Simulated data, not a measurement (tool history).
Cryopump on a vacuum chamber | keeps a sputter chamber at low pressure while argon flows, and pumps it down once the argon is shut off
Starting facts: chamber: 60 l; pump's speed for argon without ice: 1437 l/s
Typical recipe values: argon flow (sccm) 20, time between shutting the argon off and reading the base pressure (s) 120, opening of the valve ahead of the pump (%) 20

run     day  argon flow (sccm)  time between shutting the argon off and reading the base pressure (s)  opening of the valve ahead of the pump (%)  pressure while argon flows (Pa)  pressure after the wait (uPa)
  1       0                 20                                                                    120                                          20                           0.1187                           1.79
  2   0.558                 20                                                                    120                                          20                            0.117                           1.83
  3   1.342                 20                                                                    120                                          20                           0.1185                           1.88
  4   2.058                 20                                                                    120                                          20                           0.1172                           1.87
  5   2.562                 20                                                                    120                                          20                           0.1179                           1.84
  6   3.046                 20                                                                    120                                          20                           0.1186                           1.87
  7   3.483                 20                                                                    120                                          17                           0.1395                           1.87
  8   4.442                 20                                                                    120                                          17                           0.1385                            1.9
  9   5.279                 20                                                                    120                                          20                           0.1171                           1.89
 10   5.946                 20                                                                    120                                          20                           0.1193                           1.93
 11   6.546                 20                                                                    120                                          20                           0.1177                           1.92
 12   7.492                 20                                                                    120                                          20                           0.1179                           1.94
 13   8.079                 20                                                                    120                                          20                           0.1183                           1.93
 14   8.792                 20                                                                    120                                          20                            0.119                           1.97
 15     9.4                 20                                                                    120                                          20                           0.1183                           1.96
 16    10.2                 20                                                                    120                                          20                           0.1206                           1.92
 17  11.021                 20                                                                    120                                          20                           0.1195                           2.03
 18  11.492                 23                                                                    120                                          40                           0.0696                           1.99
 19  12.383                 23                                                                    120                                          40                           0.0692                           1.94
 20  12.862                 23                                                                    120                                          40                           0.0689                           1.95

For run 21, what comes out?
 21  13.483                 23                                                                     42                                          29                                ?                              ?

{"run 21": {"pressure while argon flows (Pa)": 0.0948, "pressure after the wait (uPa)": 3.02}}
With no hidden state in the tool, this same run would have given pressure while argon flows (Pa) 0.0931, pressure after the wait (uPa) 1.81.
